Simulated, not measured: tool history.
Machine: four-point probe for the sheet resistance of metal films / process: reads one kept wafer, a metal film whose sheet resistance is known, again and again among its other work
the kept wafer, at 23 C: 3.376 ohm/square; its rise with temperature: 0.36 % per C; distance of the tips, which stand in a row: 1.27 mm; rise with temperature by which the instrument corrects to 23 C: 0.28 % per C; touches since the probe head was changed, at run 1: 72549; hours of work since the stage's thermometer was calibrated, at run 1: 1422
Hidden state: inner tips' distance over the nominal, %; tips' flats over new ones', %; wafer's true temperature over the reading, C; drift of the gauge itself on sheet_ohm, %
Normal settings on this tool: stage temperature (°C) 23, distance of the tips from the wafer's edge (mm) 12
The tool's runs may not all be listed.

run,day,stage temperature (°C),distance of the tips from the wafer's edge (mm),touches since the probe head was changed,hours of work since the stage's thermometer was calibrated,sheet resistance as the instrument gives it (ohm/square)
1,0,23,12,72549,1422,3.404776
2,2.388,23,11,74536,1449,3.408552
3,4.233,23,11,76071,1470,3.407673
4,6.808,24,11,78213,1499,3.412466
5,8.367,24,11,79509,1517,3.41412
6,11.083,23,12,81770,1547,3.406846
7,13.242,19,12,83567,1572,3.39389
8,15.617,22,48,85543,1598,3.38653
9,17.538,25,8,87142,1620,3.439897
10,20.75,19,6,89812,1656,3.456949
11,22.325,19,6,91123,1674,3.457955

What if the next run were any one of these 4? Each begins from the tool's condition after run 11:
A,25.296,32,32,93595,1708,?
B,25.296,19,32,93595,1708,?
C,25.296,19,39,93595,1708,?
D,25.296,20,3,93595,1708,?

run,sheet resistance as the instrument gives it (ohm/square)
A,3.419661
B,3.382453
C,3.381276
D,3.676911
What these runs would have given with no unlogged condition in the tool:
run,sheet resistance as the instrument gives it (ohm/square)
A,3.404321
B,3.367547
C,3.366374
D,3.66085
